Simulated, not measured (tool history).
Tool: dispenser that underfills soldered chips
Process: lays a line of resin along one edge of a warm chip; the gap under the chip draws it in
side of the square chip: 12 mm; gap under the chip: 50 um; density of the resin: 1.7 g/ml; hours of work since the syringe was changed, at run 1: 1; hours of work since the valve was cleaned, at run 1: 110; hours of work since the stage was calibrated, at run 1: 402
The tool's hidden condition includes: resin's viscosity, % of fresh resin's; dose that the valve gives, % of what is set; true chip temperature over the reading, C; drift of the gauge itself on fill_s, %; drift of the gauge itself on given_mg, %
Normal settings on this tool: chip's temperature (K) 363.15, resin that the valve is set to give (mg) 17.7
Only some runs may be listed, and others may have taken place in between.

run,hour,chip's temperature (K),resin that the valve is set to give (mg),hours of work since the syringe was changed,hours of work since the valve was cleaned,hours of work since the stage was calibrated,time until the resin shows at the far edge (s),resin that the valve gave (mg)
1,0.0,363.15,17.7,1,110,402,88.4,16.52
# hour 7.6: new syringe of resin
2,13.0,362.15,17.7,4,120,412,113.2,16.23
# hour 16.7: new syringe of resin
3,23.7,362.15,17.7,5,128,420,124.2,16.23
# hour 25.2: new syringe of resin
4,31.4,359.15,17.7,5,134,426,131.2,16.17
# hour 33.5: new syringe of resin
# hour 40.5: dispensing valve cleaned and set on the balance
5,41.9,359.15,17.7,6,1,433,136.8,17.64
# hour 43.3: new syringe of resin
# hour 52.2: new syringe of resin
6,53.3,363.15,20.7,1,9,441,87.1,20.53
# hour 61.2: new syringe of resin
7,63.1,363.15,20.7,1,17,448,91.6,20.36
# hour 70.0: new syringe of resin
8,70.5,354.15,22.0,0,22,454,105.2,21.66
# hour 78.5: new syringe of resin
9,83.4,354.15,22.0,4,32,464,130.9,21.51
# hour 87.7: new syringe of resin
10,91.2,351.15,19.4,3,38,469,136.3,19.04

Each row is a separate what-if for the run after 10, all from the same tool condition, not one after another. Results?
# hour 96.5: new syringe of resin
A,100.2,359.15,19.4,3,45,476,?,?
# hour 96.5: new syringe of resin
B,100.2,351.15,21.7,3,45,476,?,?
# hour 96.5: new syringe of resin
C,100.2,354.15,19.4,3,45,476,?,?
# hour 96.5: new syringe of resin
D,100.2,360.15,17.7,3,45,476,?,?

run,time until the resin shows at the far edge (s),resin that the valve gave (mg)
A,110.7,18.79
B,137.1,21.06
C,126.8,18.89
D,108.8,17.17
What these runs would have given with no unlogged condition in the tool:
run,time until the resin shows at the far edge (s),resin that the valve gave (mg)
A,100.1,19.39
B,124.7,21.73
C,114.9,19.50
D,98.1,17.72
